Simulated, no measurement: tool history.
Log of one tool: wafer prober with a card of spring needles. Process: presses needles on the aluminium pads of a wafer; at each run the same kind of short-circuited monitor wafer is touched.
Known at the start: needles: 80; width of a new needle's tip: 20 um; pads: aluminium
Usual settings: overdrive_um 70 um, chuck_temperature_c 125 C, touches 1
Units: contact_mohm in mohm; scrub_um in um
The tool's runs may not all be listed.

run,hour,overdrive_um,chuck_temperature_c,touches,contact_mohm,scrub_um
1,0.0,70,125,1,258,17.72
# hour 4.3: tips cleaned on abrasive film
# hour 9.9: tips cleaned on abrasive film
# hour 16.9: tips cleaned on abrasive film
# hour 24.0: tips cleaned on abrasive film
# hour 31.0: tips cleaned on abrasive film
# hour 38.0: tips cleaned on abrasive film
# hour 45.1: tips cleaned on abrasive film
2,48.3,70,125,1,253,17.79
# hour 51.1: tips cleaned on abrasive film
# hour 58.2: tips cleaned on abrasive film
# hour 63.8: tips cleaned on abrasive film
# hour 70.8: tips cleaned on abrasive film
# hour 77.9: tips cleaned on abrasive film
# hour 84.9: tips cleaned on abrasive film
# hour 90.5: tips cleaned on abrasive film
# hour 96.2: tips cleaned on abrasive film
3,99.4,70,125,1,258,17.78
# hour 102.3: tips cleaned on abrasive film
# hour 107.9: tips cleaned on abrasive film
# hour 115.0: tips cleaned on abrasive film
# hour 122.0: tips cleaned on abrasive film
# hour 127.6: tips cleaned on abrasive film
# hour 134.7: tips cleaned on abrasive film
# hour 141.7: tips cleaned on abrasive film
# hour 148.7: tips cleaned on abrasive film
4,151.6,70,125,1,259,17.68
# hour 153.3: height of the first contact set anew
# hour 154.8: tips cleaned on abrasive film
# hour 161.8: tips cleaned on abrasive film
# hour 168.8: tips cleaned on abrasive film
# hour 174.5: tips cleaned on abrasive film
# hour 181.5: tips cleaned on abrasive film
# hour 188.6: tips cleaned on abrasive film
# hour 194.2: tips cleaned on abrasive film
# hour 201.2: tips cleaned on abrasive film
5,202.0,75,125,1,253,18.75
# hour 207.7: tips cleaned on abrasive film
# hour 213.3: tips cleaned on abrasive film
# hour 220.4: tips cleaned on abrasive film
# hour 227.4: tips cleaned on abrasive film
# hour 234.4: tips cleaned on abrasive film
6,237.1,52,125,1,266,13.11
# hour 241.4: tips cleaned on abrasive film
# hour 248.4: tips cleaned on abrasive film
# hour 255.5: tips cleaned on abrasive film
7,259.5,52,125,1,265,13.12
# hour 262.3: tips cleaned on abrasive film
# hour 268.0: tips cleaned on abrasive film
# hour 275.0: tips cleaned on abrasive film
# hour 282.1: tips cleaned on abrasive film
# hour 289.1: tips cleaned on abrasive film
# hour 296.1: tips cleaned on abrasive film
# hour 303.2: tips cleaned on abrasive film
8,305.5,52,125,1,266,13.04
# hour 309.7: tips cleaned on abrasive film
# hour 315.4: tips cleaned on abrasive film
# hour 322.4: tips cleaned on abrasive film
# hour 329.5: tips cleaned on abrasive film
9,331.6,52,125,1,265,13.04
# hour 335.9: tips cleaned on abrasive film
# hour 342.9: tips cleaned on abrasive film
# hour 348.6: tips cleaned on abrasive film
# hour 355.6: tips cleaned on abrasive film
# hour 361.2: tips cleaned on abrasive film
# hour 368.3: tips cleaned on abrasive film
# hour 373.9: tips cleaned on abrasive film
10,375.4,52,125,1,266,13.00
# hour 377.1: height of the first contact set anew
# hour 380.0: tips cleaned on abrasive film
# hour 387.0: tips cleaned on abrasive film
# hour 392.6: tips cleaned on abrasive film
# hour 399.7: tips cleaned on abrasive film
11,402.4,52,125,1,264,13.00
# hour 406.6: tips cleaned on abrasive film
# hour 413.6: tips cleaned on abrasive film
# hour 420.7: tips cleaned on abrasive film
12,425.9,52,125,1,267,12.99
# hour 427.4: tips cleaned on abrasive film
# hour 433.0: tips cleaned on abrasive film
# hour 440.1: tips cleaned on abrasive film
# hour 447.1: tips cleaned on abrasive film
13,448.8,52,125,1,268,13.03
# hour 453.0: tips cleaned on abrasive film
# hour 458.7: tips cleaned on abrasive film
# hour 465.7: tips cleaned on abrasive film
# hour 472.7: tips cleaned on abrasive film
# hour 479.8: tips cleaned on abrasive film
# hour 486.8: tips cleaned on abrasive film
# hour 493.8: tips cleaned on abrasive film
# hour 500.9: tips cleaned on abrasive film
14,501.9,86,125,1,249,21.54
# hour 507.6: tips cleaned on abrasive film
# hour 514.6: tips cleaned on abrasive film
# hour 521.6: tips cleaned on abrasive film
# hour 527.3: tips cleaned on abrasive film
15,531.4,86,125,1,250,21.48
# hour 534.3: tips cleaned on abrasive film
# hour 541.3: tips cleaned on abrasive film
# hour 548.4: tips cleaned on abrasive film
# hour 555.4: tips cleaned on abrasive film
# hour 562.4: tips cleaned on abrasive film
# hour 569.5: tips cleaned on abrasive film
# hour 576.5: tips cleaned on abrasive film
16,581.3,86,125,1,248,21.34
# hour 582.8: tips cleaned on abrasive film
# hour 589.9: tips cleaned on abrasive film
# hour 596.9: tips cleaned on abrasive film
# hour 601.4: height of the first contact set anew
# hour 604.2: tips cleaned on abrasive film
# hour 611.0: tips cleaned on abrasive film
17,611.0,86,125,1,250,21.56
# hour 618.0: tips cleaned on abrasive film
# hour 625.0: tips cleaned on abrasive film
# hour 632.1: tips cleaned on abrasive film
# hour 637.7: tips cleaned on abrasive film
# hour 644.8: tips cleaned on abrasive film
# hour 651.8: tips cleaned on abrasive film
18,657.2,60,85,2,248,14.96
# hour 658.7: tips cleaned on abrasive film
# hour 664.3: tips cleaned on abrasive film
# hour 671.3: tips cleaned on abrasive film
# hour 678.4: tips cleaned on abrasive film
# hour 684.0: tips cleaned on abrasive film
# hour 691.1: tips cleaned on abrasive film
19,695.3,60,69,3,248,14.95
# hour 696.8: tips cleaned on abrasive film
# hour 702.4: tips cleaned on abrasive film
# hour 709.4: tips cleaned on abrasive film
# hour 715.1: tips cleaned on abrasive film
# hour 722.1: tips cleaned on abrasive film
# hour 729.1: tips cleaned on abrasive film
# hour 734.8: tips cleaned on abrasive film
# hour 741.8: tips cleaned on abrasive film
20,743.9,54,79,2,250,13.50
# hour 748.2: tips cleaned on abrasive film
# hour 755.2: tips cleaned on abrasive film
# hour 762.2: tips cleaned on abrasive film
# hour 768.0: tips cleaned on abrasive film
21,768.0,88,40,2,229,21.90
# hour 775.0: tips cleaned on abrasive film
# hour 782.1: tips cleaned on abrasive film
# hour 789.1: tips cleaned on abrasive film
# hour 796.1: tips cleaned on abrasive film
# hour 803.2: tips cleaned on abrasive film
# hour 810.2: tips cleaned on abrasive film
# hour 815.8: tips cleaned on abrasive film
22,820.1,88,40,2,231,21.93

4 ways to go on from here, each from the tool as it stands after run 22. What would each give?
# hour 821.6: tips cleaned on abrasive film
# hour 824.7: height of the first contact set anew
# hour 828.9: tips cleaned on abrasive film
# hour 836.0: tips cleaned on abrasive film
# hour 841.6: tips cleaned on abrasive film
# hour 848.6: tips cleaned on abrasive film
A,848.7,74,125,1,?,?
# hour 821.6: tips cleaned on abrasive film
# hour 824.7: height of the first contact set anew
# hour 828.9: tips cleaned on abrasive film
# hour 836.0: tips cleaned on abrasive film
# hour 841.6: tips cleaned on abrasive film
# hour 848.6: tips cleaned on abrasive film
B,848.7,59,40,2,?,?
# hour 821.6: tips cleaned on abrasive film
# hour 824.7: height of the first contact set anew
# hour 828.9: tips cleaned on abrasive film
# hour 836.0: tips cleaned on abrasive film
# hour 841.6: tips cleaned on abrasive film
# hour 848.6: tips cleaned on abrasive film
C,848.7,53,40,2,?,?
# hour 821.6: tips cleaned on abrasive film
# hour 824.7: height of the first contact set anew
# hour 828.9: tips cleaned on abrasive film
# hour 836.0: tips cleaned on abrasive film
# hour 841.6: tips cleaned on abrasive film
# hour 848.6: tips cleaned on abrasive film
D,848.7,81,45,2,?,?

run,contact_mohm,scrub_um
A,250,18.36
B,236,14.67
C,241,13.14
D,234,20.12
Without the tool's hidden state the same runs would have given:
run,contact_mohm,scrub_um
A,249,18.68
B,236,14.93
C,241,13.37
D,234,20.47
